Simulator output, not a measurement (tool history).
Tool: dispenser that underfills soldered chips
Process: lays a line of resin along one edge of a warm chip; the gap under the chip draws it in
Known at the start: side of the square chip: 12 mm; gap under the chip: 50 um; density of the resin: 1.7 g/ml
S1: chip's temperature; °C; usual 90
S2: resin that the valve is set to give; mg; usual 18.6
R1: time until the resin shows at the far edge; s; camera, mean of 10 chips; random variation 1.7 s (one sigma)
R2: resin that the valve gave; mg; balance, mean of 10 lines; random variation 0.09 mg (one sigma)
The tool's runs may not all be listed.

run	day	S1	S2	R1	R2
1	0.000	90	18.6	335.6	18.54
# day 0.071: new syringe of resin
2	0.167	90	18.6	184.7	18.48
3	0.342	78	18.6	302.3	18.45
4	0.583	78	18.6	392.9	18.44
5	0.738	90	18.6	335.1	18.19
# day 0.833: new syringe of resin
6	1.046	90	18.6	213.0	18.34
7	1.204	86	18.6	275.6	18.12
8	1.525	86	19.5	380.9	19.11
# day 1.588: new syringe of resin
9	1.700	93	22.0	169.7	21.23
10	1.904	96	22.6	190.9	21.85
11	2.183	96	22.6	253.5	21.78
# day 2.338: new syringe of resin
12	2.438	96	22.6	156.9	21.66
13	2.596	101	17.1	169.0	16.39
14	2.858	101	17.1	219.7	16.36
15	3.058	101	17.1	270.8	16.24
# day 3.092: new syringe of resin
16	3.308	84	18.4	240.3	17.35

3 ways to go on from here, each from the tool as it stands after run 16. What would each give?
A	3.633	84	22.8	?	?
B	3.633	103	17.1	?	?
C	3.633	104	18.6	?	?

run	R1	R2
A	332.1	21.42
B	209.7	16.15
C	205.8	17.45
Without the tool's hidden state the same runs would have given:
run	R1	R2
A	196.0	22.74
B	121.7	17.14
C	120.2	18.52
